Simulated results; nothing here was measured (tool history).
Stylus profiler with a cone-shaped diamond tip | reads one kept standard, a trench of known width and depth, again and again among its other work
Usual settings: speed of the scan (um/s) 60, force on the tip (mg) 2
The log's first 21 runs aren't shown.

run,hour,speed of the scan (um/s),force on the tip (mg),scans with this tip,hours of work since the height scale was calibrated,depth of the trench (Å),width of the trench's floor (µm)
22,481.2,155,3.62,11608,947,1013.5,97.6
23,506.7,80,2,11841,966,1008,97.84
24,533.4,16,2,12085,986,1007.8,98.27
25,554.3,42,2.11,12275,1001,1008.5,98.11
26,575.8,20,0.91,12472,1017,1003.8,98.17
27,592.3,20,0.91,12623,1029,1003.6,98.19
28,622.3,22,2.01,12897,1052,1007.7,98.22
29,641.9,166,3.8,13077,1066,1014.1,97.49
30,668.2,23,2.61,13317,1086,1010,98.15
31,681.4,23,2.61,13438,1096,1010.6,98.2
32,712,170,4.3,13717,1119,1014.8,97.53
33,732.9,60,0.67,13908,1134,1001.8,97.59
34,752.5,84,3.31,14087,1149,1012.3,97.79
35,772,84,3.31,14266,1163,1012.2,97.85
36,799.1,189,2.6,14513,1184,1009.8,97.2

Forecast each of these 5 alternatives for the next run:
A,828.2,25,3.39,14779,1205,?,?
B,828.2,35,0.76,14779,1205,?,?
C,828.2,127,2,14779,1205,?,?
D,828.2,27,2,14779,1205,?,?
E,828.2,202,2.6,14779,1205,?,?

run,depth of the trench (Å),width of the trench's floor (µm)
A,1011.6,98.15
B,1002.5,97.93
C,1008,97.38
D,1007.6,98.13
E,1009.7,97.13
Without the tool's hidden state the same runs would have given:
run,depth of the trench (Å),width of the trench's floor (µm)
A,1014.9,98.6
B,1005.8,98.38
C,1011.3,97.83
D,1010.9,98.58
E,1013,97.58
